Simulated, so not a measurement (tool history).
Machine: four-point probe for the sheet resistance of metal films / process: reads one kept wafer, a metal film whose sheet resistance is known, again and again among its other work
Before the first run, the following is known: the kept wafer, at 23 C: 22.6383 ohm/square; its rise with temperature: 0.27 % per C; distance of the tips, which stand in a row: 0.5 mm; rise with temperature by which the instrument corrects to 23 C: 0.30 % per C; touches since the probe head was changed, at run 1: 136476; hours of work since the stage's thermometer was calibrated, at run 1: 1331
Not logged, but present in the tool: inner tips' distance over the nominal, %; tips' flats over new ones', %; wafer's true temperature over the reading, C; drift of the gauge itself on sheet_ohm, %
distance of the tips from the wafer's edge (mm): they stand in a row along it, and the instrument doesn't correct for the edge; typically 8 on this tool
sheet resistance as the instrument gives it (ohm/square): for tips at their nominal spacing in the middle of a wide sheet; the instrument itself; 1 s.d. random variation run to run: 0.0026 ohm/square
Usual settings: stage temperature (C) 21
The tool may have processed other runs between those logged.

run,hour,stage temperature (C),distance of the tips from the wafer's edge (mm),touches since the probe head was changed,hours of work since the stage's thermometer was calibrated,sheet resistance as the instrument gives it (ohm/square)
1,0,21,8,136476,1331,22.65916
2,74.4,21,60,139109,1368,22.614068
3,176.5,21,60,142720,1419,22.609317
4,229.7,21,60,144604,1446,22.610344
5,334.1,21,60,148296,1498,22.607572
6,389.7,21,7,150264,1526,22.668439
# hour 396: stage's thermometer calibrated
# hour 406.9: new probe head fitted
7,472.1,33,8,2305,38,22.742616
8,527.2,32,9,4257,65,22.735729
9,573.5,30,52,5895,88,22.718644
# hour 602.2: stage's thermometer calibrated, once more
10,645.4,21,5,8422,22,22.859559
11,744.5,28,5,11927,71,22.800982
12,840.4,28,32,15319,119,22.683539
13,945.5,30,4,19038,172,22.850025

Each row is a separate what-if for the run after 13, all from the same tool condition, not one after another. Results?
A,996.8,30,7,20854,198,?
B,996.8,30,40,20854,198,?
C,996.8,27,22,20854,198,?

run,sheet resistance as the instrument gives it (ohm/square)
A,22.722591
B,22.661803
C,22.687669
What these runs would have given with no unlogged condition in the tool:
run,sheet resistance as the instrument gives it (ohm/square)
A,22.646287
B,22.585688
C,22.611451
